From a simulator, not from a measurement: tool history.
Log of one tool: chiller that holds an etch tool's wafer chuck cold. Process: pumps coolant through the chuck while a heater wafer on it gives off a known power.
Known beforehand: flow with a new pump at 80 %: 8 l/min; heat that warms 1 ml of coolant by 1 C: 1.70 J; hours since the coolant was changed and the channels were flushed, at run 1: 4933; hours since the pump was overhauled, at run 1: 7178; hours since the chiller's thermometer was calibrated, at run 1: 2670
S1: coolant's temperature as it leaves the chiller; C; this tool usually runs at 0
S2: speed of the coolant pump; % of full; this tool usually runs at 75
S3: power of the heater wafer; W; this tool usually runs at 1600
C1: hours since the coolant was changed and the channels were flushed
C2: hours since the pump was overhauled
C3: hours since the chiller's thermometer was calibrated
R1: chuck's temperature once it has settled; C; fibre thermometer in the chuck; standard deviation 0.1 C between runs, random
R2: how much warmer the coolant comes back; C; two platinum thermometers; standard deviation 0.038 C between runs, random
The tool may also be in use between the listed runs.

{"run": 1, "hour": 0.0, "S1": 0, "S2": 75, "S3": 1600, "C1": 4933, "C2": 7178, "C3": 2670, "R1": 17.5, "R2": 7.52}
{"run": 2, "hour": 149.8, "S1": 0, "S2": 75, "S3": 1600, "C1": 5083, "C2": 7328, "C3": 2819, "R1": 17.7, "R2": 7.48}
{"run": 3, "hour": 321.1, "S1": 0, "S2": 75, "S3": 1600, "C1": 5254, "C2": 7500, "C3": 2991, "R1": 17.6, "R2": 7.46}
{"run": 4, "hour": 429.3, "S1": 0, "S2": 75, "S3": 1600, "C1": 5363, "C2": 7608, "C3": 3099, "R1": 17.5, "R2": 7.48}
{"run": 5, "hour": 584.8, "S1": 0, "S2": 75, "S3": 1600, "C1": 5518, "C2": 7763, "C3": 3254, "R1": 17.7, "R2": 7.43}
{"run": 6, "hour": 669.8, "S1": 0, "S2": 75, "S3": 1600, "C1": 5603, "C2": 7848, "C3": 3339, "R1": 17.6, "R2": 7.35}
{"run": 7, "hour": 794.4, "S1": 0, "S2": 75, "S3": 1600, "C1": 5728, "C2": 7973, "C3": 3464, "R1": 17.5, "R2": 7.35}
{"hour": 906.1, "done": "coolant changed, channels flushed"}
{"run": 8, "hour": 952.5, "S1": 0, "S2": 75, "S3": 1600, "C1": 46, "C2": 8125, "C3": 3616, "R1": 17.5, "R2": 7.41}
{"run": 9, "hour": 1054.6, "S1": 0, "S2": 75, "S3": 1600, "C1": 149, "C2": 8227, "C3": 3718, "R1": 17.6, "R2": 7.29}
{"run": 10, "hour": 1170.2, "S1": 0, "S2": 75, "S3": 1600, "C1": 264, "C2": 8343, "C3": 3834, "R1": 17.5, "R2": 7.38}
{"run": 11, "hour": 1320.5, "S1": 0, "S2": 75, "S3": 1600, "C1": 414, "C2": 8493, "C3": 3984, "R1": 17.6, "R2": 7.35}
{"run": 12, "hour": 1469.5, "S1": 0, "S2": 75, "S3": 1600, "C1": 563, "C2": 8642, "C3": 4133, "R1": 17.6, "R2": 7.23}
{"run": 13, "hour": 1590.4, "S1": 0, "S2": 75, "S3": 856, "C1": 684, "C2": 8763, "C3": 4254, "R1": 9.5, "R2": 3.82}
{"run": 14, "hour": 1772.4, "S1": 5, "S2": 75, "S3": 1600, "C1": 866, "C2": 8945, "C3": 4436, "R1": 22.7, "R2": 7.32}
{"run": 15, "hour": 1958.2, "S1": 5, "S2": 75, "S3": 1600, "C1": 1052, "C2": 9131, "C3": 4622, "R1": 22.6, "R2": 7.27}
{"hour": 1974.1, "done": "chiller's thermometer calibrated"}
{"run": 16, "hour": 2146.7, "S1": 0, "S2": 75, "S3": 1600, "C1": 1240, "C2": 9318, "C3": 173, "R1": 17.6, "R2": 7.2}
{"run": 17, "hour": 2295.4, "S1": 0, "S2": 75, "S3": 1600, "C1": 1388, "C2": 9467, "C3": 321, "R1": 17.6, "R2": 7.12}
{"run": 18, "hour": 2462.0, "S1": 0, "S2": 75, "S3": 1577, "C1": 1555, "C2": 9633, "C3": 488, "R1": 17.3, "R2": 6.94}
{"hour": 2559.1, "done": "coolant pump overhauled"}
{"run": 19, "hour": 2640.9, "S1": 0, "S2": 75, "S3": 1577, "C1": 1729, "C2": 82, "C3": 662, "R1": 17.3, "R2": 6.98}
{"run": 20, "hour": 2725.9, "S1": -8, "S2": 92, "S3": 1801, "C1": 1814, "C2": 167, "C3": 747, "R1": 9.2, "R2": 6.43}
{"run": 21, "hour": 2875.5, "S1": 4, "S2": 70, "S3": 1154, "C1": 1963, "C2": 316, "C3": 896, "R1": 17.3, "R2": 5.35}
{"hour": 2965.0, "done": "gauge calibrated"}
{"run": 22, "hour": 3054.2, "S1": 4, "S2": 70, "S3": 1154, "C1": 2142, "C2": 495, "C3": 1075, "R1": 17.4, "R2": 5.82}
{"run": 23, "hour": 3177.6, "S1": 4, "S2": 70, "S3": 1154, "C1": 2266, "C2": 618, "C3": 1198, "R1": 17.3, "R2": 5.71}
{"run": 24, "hour": 3312.5, "S1": -1, "S2": 69, "S3": 2007, "C1": 2400, "C2": 753, "C3": 1333, "R1": 22.4, "R2": 10.17}
{"run": 25, "hour": 3478.5, "S1": -10, "S2": 86, "S3": 850, "C1": 2566, "C2": 919, "C3": 1499, "R1": -1.6, "R2": 3.35}

Run 26, settings as shown, results not yet in. Your forecast:
{"run": 26, "hour": 3660.6, "S1": 0, "S2": 76, "S3": 1398, "C1": 2749, "C2": 1102, "C3": 1682, "R1": "?", "R2": "?"}

Run 26 gave R1 15 C, R2 6.32 C.
The same run, on a tool lacking any hidden state, would have yielded R1 15 C, R2 6.44 C.
